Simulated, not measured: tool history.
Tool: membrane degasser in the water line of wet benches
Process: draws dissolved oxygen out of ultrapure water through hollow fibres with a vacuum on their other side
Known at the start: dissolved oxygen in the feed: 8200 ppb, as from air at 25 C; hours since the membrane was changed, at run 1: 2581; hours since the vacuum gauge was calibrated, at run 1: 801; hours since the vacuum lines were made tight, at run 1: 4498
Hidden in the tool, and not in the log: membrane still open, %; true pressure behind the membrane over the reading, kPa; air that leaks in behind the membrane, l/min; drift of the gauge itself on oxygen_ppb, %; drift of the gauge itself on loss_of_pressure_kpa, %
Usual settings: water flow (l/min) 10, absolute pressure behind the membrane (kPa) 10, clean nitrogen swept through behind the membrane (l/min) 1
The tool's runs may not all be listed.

run,hour,water flow (l/min),absolute pressure behind the membrane (kPa),clean nitrogen swept through behind the membrane (l/min),hours since the membrane was changed,hours since the vacuum gauge was calibrated,hours since the vacuum lines were made tight,dissolved oxygen in the water behind the degasser (ppb),pressure that the water loses in the fibres (kPa)
1,0,10,10,1,2581,801,4498,166,35.04
2,109.8,10,10,1,2691,911,4607,164.3,35.45
3,272.7,7,10,1,2854,1074,4770,118.7,24.64
4,357.7,7,10,1,2939,1159,4855,119.2,24.6
5,478.2,10,10,1,3059,1280,4976,164,34.91
6,572.9,10,10,1,3154,1374,5070,165.4,35.45
7,685.7,10,10,1,3267,1487,5183,166.9,35.41
8,776.9,10,10,1,3358,1578,5274,165.1,35.28
9,868.6,10,10,1,3449,1670,5366,165.4,35.18
10,1006.3,15,10,1,3587,1808,5504,242.7,53
11,1147.4,15,21.8,1,3728,1949,5645,617.7,53.2
12,1263.5,15,21.8,1,3844,2065,5761,610.2,53.11
13,1394.8,15,21.8,1,3976,2196,5892,616.4,53.23
14,1506.4,15,21.8,1,4087,2308,6004,614.8,53.33
15,1648.2,10,10,1,4229,2450,6146,167.1,35.58
16,1803.5,10,10,1,4384,2605,6301,168.2,35.66
17,1922,10,10,1,4503,2723,6420,167.2,36.05
# hour 1936.5: vacuum gauge calibrated
18,2081,10,10,1,4661,144,6578,169.6,35.43
19,2233.7,8,20.3,1.47,4814,297,6731,231.5,28.32
20,2401.7,14,10,1.13,4982,465,6899,207.5,49.96
# hour 2515.1: seals of the vacuum lines changed
21,2559.6,12,10,2.17,5138,621,44,99.1,42.67
# hour 2634: vacuum gauge calibrated, once more
22,2695.7,16,16.6,1.31,5274,62,180,380.4,56.88
23,2872,11,17.8,0.41,5450,238,356,775.7,39.22
24,2972.2,11,10.9,0.41,5550,338,457,430.6,39.07
25,3141.9,8,22.4,0.75,5720,508,626,463.3,28.73
26,3225.4,11,19.7,0.75,5803,591,710,529.1,39.19
27,3378.6,11,13.8,0.69,5957,745,863,380.7,39.69
28,3530.5,11,13.8,0.69,6108,897,1015,377.8,39.37
29,3696.3,7,17.8,1.03,6274,1062,1181,238.6,25.1
30,3814.3,8,19.2,0.61,6392,1180,1299,470.7,28.8
31,3903.3,12,22.7,0.65,6481,1269,1388,758,42.83
32,4013.4,14,9.4,0.81,6591,1379,1498,247.4,49.62

Hidden state at the last listed run before each entry between runs and at the first one after, where it differs:
Between runs 17 and 18: vacuum gauge calibrated (hour 1936.5)
  membrane still open, %: 97.9 -> 97.8; true pressure behind the membrane over the reading, kPa: 0.04 -> 0.06; air that leaks in behind the membrane, l/min: 0.0102 -> 0.0104
  measured less the result without the state, dissolved oxygen in the water behind the degasser (ppb): +4.6 -> +5.4; pressure that the water loses in the fibres (kPa): +0.76 -> +0.78
Between runs 20 and 21: seals of the vacuum lines changed (hour 2515.1)
  membrane still open, %: 97.7 -> 97.6; true pressure behind the membrane over the reading, kPa: 0.07 -> 0.08; air that leaks in behind the membrane, l/min: 0.0107 -> 0.0012
  measured less the result without the state, dissolved oxygen in the water behind the degasser (ppb): +6.2 -> +2.1; pressure that the water loses in the fibres (kPa): +1.17 -> +1.03
Between runs 21 and 22: vacuum gauge calibrated, once more (hour 2634)
  membrane still open, %: 97.6 -> 97.5; true pressure behind the membrane over the reading, kPa: 0.08 -> -0.02; air that leaks in behind the membrane, l/min: 0.0012 -> 0.0013
  measured less the result without the state, dissolved oxygen in the water behind the degasser (ppb): +2.1 -> +1.1; pressure that the water loses in the fibres (kPa): +1.03 -> +1.41

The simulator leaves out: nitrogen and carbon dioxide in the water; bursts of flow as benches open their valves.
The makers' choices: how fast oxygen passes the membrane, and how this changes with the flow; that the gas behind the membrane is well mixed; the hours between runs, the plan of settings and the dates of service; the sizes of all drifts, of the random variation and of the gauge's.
